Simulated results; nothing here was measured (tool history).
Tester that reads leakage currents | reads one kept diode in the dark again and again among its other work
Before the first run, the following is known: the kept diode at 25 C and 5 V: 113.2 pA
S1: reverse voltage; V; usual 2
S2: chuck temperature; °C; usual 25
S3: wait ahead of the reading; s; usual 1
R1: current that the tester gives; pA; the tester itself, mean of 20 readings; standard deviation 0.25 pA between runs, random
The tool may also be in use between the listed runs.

{"run": 1, "day": 0.0, "S1": 2, "S2": 25, "S3": 1, "R1": 80.69}
{"run": 2, "day": 3.092, "S1": 2, "S2": 25, "S3": 1, "R1": 80.95}
{"run": 3, "day": 5.562, "S1": 2, "S2": 25, "S3": 1, "R1": 81.13}
{"run": 4, "day": 7.112, "S1": 2, "S2": 25, "S3": 1, "R1": 80.85}
{"run": 5, "day": 9.871, "S1": 2, "S2": 25, "S3": 1, "R1": 80.32}
{"run": 6, "day": 11.65, "S1": 2, "S2": 25, "S3": 1, "R1": 81.06}
{"run": 7, "day": 14.562, "S1": 2, "S2": 25, "S3": 0.35, "R1": 81.36}
{"run": 8, "day": 16.254, "S1": 2, "S2": 25, "S3": 0.35, "R1": 80.92}
{"run": 9, "day": 19.292, "S1": 2, "S2": 25, "S3": 0.35, "R1": 81.12}
{"run": 10, "day": 21.746, "S1": 2.23, "S2": 46, "S3": 3.67, "R1": 478.52}
{"day": 22.929, "done": "chuck's temperature calibrated"}
{"run": 11, "day": 23.779, "S1": 2.23, "S2": 46, "S3": 3.67, "R1": 478.16}
{"run": 12, "day": 25.371, "S1": 2.23, "S2": 46, "S3": 3.67, "R1": 478.73}
{"run": 13, "day": 28.717, "S1": 7.79, "S2": 25, "S3": 1, "R1": 135.04}
{"run": 14, "day": 32.096, "S1": 2, "S2": 59, "S3": 1, "R1": 1209.32}

5 options for the next run, each taken on its own from the tool as it stands now. Forecast them:
{"run": "A", "day": 33.779, "S1": 5.53, "S2": 25, "S3": 0.33, "R1": "?"}
{"run": "B", "day": 33.779, "S1": 6.19, "S2": 59, "S3": 1, "R1": "?"}
{"run": "C", "day": 33.779, "S1": 2, "S2": 25, "S3": 0.36, "R1": "?"}
{"run": "D", "day": 33.779, "S1": 2, "S2": 59, "S3": 1, "R1": "?"}
{"run": "E", "day": 33.779, "S1": 1.09, "S2": 28, "S3": 1, "R1": "?"}

run=A R1=119.49
run=B R1=1840.11
run=C R1=81.12
run=D R1=1212.1
run=E R1=83.67
Without the tool's hidden state the same runs would have given:
run=A R1=119.4
run=B R1=1840.13
run=C R1=81.09
run=D R1=1212.16
run=E R1=83.66
